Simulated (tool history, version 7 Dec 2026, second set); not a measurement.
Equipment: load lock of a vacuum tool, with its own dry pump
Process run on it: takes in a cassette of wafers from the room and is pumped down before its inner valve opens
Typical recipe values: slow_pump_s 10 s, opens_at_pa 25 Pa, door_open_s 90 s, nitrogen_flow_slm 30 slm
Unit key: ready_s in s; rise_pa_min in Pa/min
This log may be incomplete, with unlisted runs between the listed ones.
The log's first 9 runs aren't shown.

| run | hour | slow_pump_s | opens_at_pa | door_open_s | nitrogen_flow_slm | incoming humidity of the room's air, % | ready_s | rise_pa_min |
|---|---|---|---|---|---|---|---|---|
| 10 | 2787.3 | 10 | 25 | 90 | 30 | 43.1 | 20.63 | 0.372 |
| 11 | 3028.2 | 10 | 25 | 90 | 30 | 47.1 | 20.71 | 0.386 |
| 12 | 3377.5 | 10 | 25 | 90 | 30 | 42 | 20.81 | 0.377 |
| 13 | 3551.8 | 10 | 25 | 90 | 30 | 45.7 | 20.84 | 0.393 |
| 14 | 3785.6 | 10 | 25 | 90 | 30 | 48.8 | 20.76 | 0.404 |
| 15 | 4144.5 | 10 | 25 | 90 | 30 | 43.7 | 20.87 | 0.404 |
| 16 | 4410.3 | 10 | 25 | 90 | 30 | 46.5 | 20.91 | 0.425 |
| 17 | 4792.4 | 10 | 19 | 90 | 16 | 42.9 | 21.41 | 0.438 |
| 18 | 5020.1 | 10 | 25 | 90 | 14 | 45.3 | 21.05 | 0.454 |
|  | 5166.7 | dry pump taken out, an overhauled one fitted |
| 19 | 5391.6 | 10 | 24 | 90 | 30 | 45.1 | 19.61 | 0.442 |
| 20 | 5744.7 | 17 | 39 | 32 | 30 | 47.8 | 24.39 | 0.426 |
| 21 | 6101.6 | 7 | 28 | 90 | 15 | 49 | 17.09 | 0.477 |
| 22 | 6463.6 | 14 | 34 | 108 | 19 | 46.2 | 22.37 | 0.5 |
| 23 | 6761.6 | 10 | 25 | 59 | 30 | 44.2 | 19.68 | 0.47 |
| 24 | 7051.3 | 9 | 23 | 59 | 10 | 44.8 | 19.18 | 0.498 |
| 25 | 7367.3 | 14 | 23 | 59 | 10 | 45.3 | 22.85 | 0.501 |
| 26 | 7724.4 | 10 | 33 | 90 | 38 | 46.6 | 19.22 | 0.493 |
| 27 | 7982.5 | 7 | 47 | 49 | 5 | 51.2 | 16.57 | 0.524 |
| 28 | 8252.7 | 10 | 25 | 73 | 5 | 45.2 | 19.78 | 0.547 |
| 29 | 8616.5 | 6 | 23 | 51 | 13 | 48.1 | 16.98 | 0.528 |
| 30 | 8867 | 8 | 46 | 51 | 13 | 45 | 17.3 | 0.545 |
| 31 | 9155 | 8 | 46 | 51 | 13 | 42.4 | 17.55 | 0.546 |

Each row is a separate what-if for the run after 31, all from the same tool condition, not one after another. Results?
| A | 9398.8 | 8 | 33 | 51 | 13 | 46.8 | ? | ? |
| B | 9398.8 | 10 | 31 | 90 | 22 | 44.4 | ? | ? |
| C | 9398.8 | 10 | 30 | 105 | 21 | 48.5 | ? | ? |
| D | 9398.8 | 15 | 25 | 49 | 30 | 46.7 | ? | ? |
| E | 9398.8 | 10 | 19 | 90 | 30 | 45.6 | ? | ? |

| run | ready_s | rise_pa_min |
|---|---|---|
| A | 17.84 | 0.558 |
| B | 19.53 | 0.56 |
| C | 19.56 | 0.588 |
| D | 23.66 | 0.548 |
| E | 20.42 | 0.565 |
What these runs would have given with no unlogged condition in the tool:
| run | ready_s | rise_pa_min |
|---|---|---|
| A | 17.41 | 0.053 |
| B | 19.11 | 0.063 |
| C | 19.14 | 0.075 |
| D | 23.26 | 0.041 |
| E | 19.97 | 0.062 |
